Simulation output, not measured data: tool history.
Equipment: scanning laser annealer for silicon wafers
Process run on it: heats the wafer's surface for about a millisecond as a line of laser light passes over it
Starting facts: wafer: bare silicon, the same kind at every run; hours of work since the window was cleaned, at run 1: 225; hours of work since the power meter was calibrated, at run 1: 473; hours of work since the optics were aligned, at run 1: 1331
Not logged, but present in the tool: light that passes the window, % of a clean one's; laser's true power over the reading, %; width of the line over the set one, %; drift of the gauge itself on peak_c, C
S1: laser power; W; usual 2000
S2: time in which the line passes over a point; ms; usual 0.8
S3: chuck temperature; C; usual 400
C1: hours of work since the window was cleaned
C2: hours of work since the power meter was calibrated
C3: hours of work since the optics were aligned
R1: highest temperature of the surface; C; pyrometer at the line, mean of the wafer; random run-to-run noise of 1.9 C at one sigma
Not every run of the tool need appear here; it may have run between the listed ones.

run   hour    S1   S2   S3   C1   C2    C3    R1
  1      0  2000  0.8  400  225  473  1331  1084
  2   27.2  1968  0.8  400  236  484  1342  1075
  3   43.1  2000  0.8  400  242  490  1348  1084
  4   72.2  2140  0.8  400  254  502  1360  1133
  5   87.3  1786  0.8  400  260  508  1366  1010
  6  103.8  1786  0.8  375  267  515  1372   984
  7  134.1  1786  0.8  375  279  527  1384   985
  8  147.5  1786  0.8  375  284  532  1390   984
  9    164  1786  0.8  375  291  539  1397   982
 10  193.1  1786  0.8  375  303  551  1408   981
 11  215.1  1770  0.8  400  312  559  1417  1001
 12  231.4  2000  0.8  400  318  566  1424  1080

Forecast run 13:
 13  261.7  2000  0.728  400  330  578  1436   ?

{"run 13": {"R1": 1050}}
On a tool with no hidden condition, and with the same random variation, this run would have come out at R1 1072 C.
